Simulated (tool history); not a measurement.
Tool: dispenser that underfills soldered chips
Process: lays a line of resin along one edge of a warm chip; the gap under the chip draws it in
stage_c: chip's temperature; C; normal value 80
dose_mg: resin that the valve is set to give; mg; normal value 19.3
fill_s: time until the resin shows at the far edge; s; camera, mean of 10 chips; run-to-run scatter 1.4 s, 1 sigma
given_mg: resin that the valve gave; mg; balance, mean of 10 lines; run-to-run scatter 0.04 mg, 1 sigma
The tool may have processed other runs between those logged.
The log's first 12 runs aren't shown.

run	hour	stage_c	dose_mg	hours of work since the syringe was changed	hours of work since the valve was cleaned	hours of work since the stage was calibrated	fill_s	given_mg
13	123.4	80	16.8	7	53	411	280.2	16.36
# hour 126.6: new syringe of resin
14	131.2	80	16.8	3	58	415	206.6	16.28
# hour 140.3: new syringe of resin
15	146.8	84	16.8	4	67	425	197.9	16.26
# hour 153.7: new syringe of resin
16	157.7	84	16.8	2	74	431	172	16.23
17	165.1	84	16.8	7	78	436	251.7	16.22
# hour 166.9: new syringe of resin
18	177	80	17.1	6	85	443	268.6	16.45
# hour 181.1: new syringe of resin
19	192.7	70	22.2	7	95	452	427.6	21.22
# hour 194.2: new syringe of resin
20	205	70	22.2	7	102	459	413	21.18
# hour 207.4: new syringe of resin
21	212.1	70	22.2	3	106	464	299	21.22
22	219.4	81	25	7	111	468	272.6	23.85
# hour 221.2: new syringe of resin
# hour 222.2: dispensing valve cleaned and set on the balance
23	228.2	76	19.2	4	4	473	251	19.19
# hour 235.5: new syringe of resin
24	235.5	77	18.5	0	8	477	182.1	18.58
# hour 248.8: new syringe of resin
25	250.8	95	20	1	17	486	98.1	19.84
# hour 263.1: new syringe of resin
26	266.3	95	20	2	26	495	106.6	19.83
# hour 276.8: new syringe of resin
27	279.5	86	17.9	2	34	503	146.4	17.65
28	287.1	86	17.9	6	39	508	212.4	17.67
# hour 291: new syringe of resin
29	294.2	93	17.7	2	43	512	116.4	17.44
30	303.1	94	19.7	7	48	517	169.2	19.35
# hour 304.4: new syringe of resin
31	315.1	86	21.3	7	56	525	215.9	20.83
# hour 317.7: new syringe of resin
32	326.5	70	20.9	5	62	531	392.8	20.46
# hour 331.4: new syringe of resin
33	335.6	70	20.9	3	68	537	301.4	20.41
# hour 344.8: new syringe of resin
34	344.8	70	20.9	0	73	542	239.5	20.34
# hour 358.3: new syringe of resin
35	359.1	70	20.9	1	82	551	255	20.22

Forecast each of these 3 alternatives for the next run:
A	368.9	77	16.6	6	88	557	?	?
B	368.9	75	23.4	6	88	557	?	?
C	368.9	70	20	6	88	557	?	?

run	fill_s	given_mg
A	323.2	16.06
B	337.6	22.56
C	423.9	19.37
Without the tool's hidden state the same runs would have given:
run	fill_s	given_mg
A	162.6	16.62
B	171.4	23.34
C	213.3	20.04
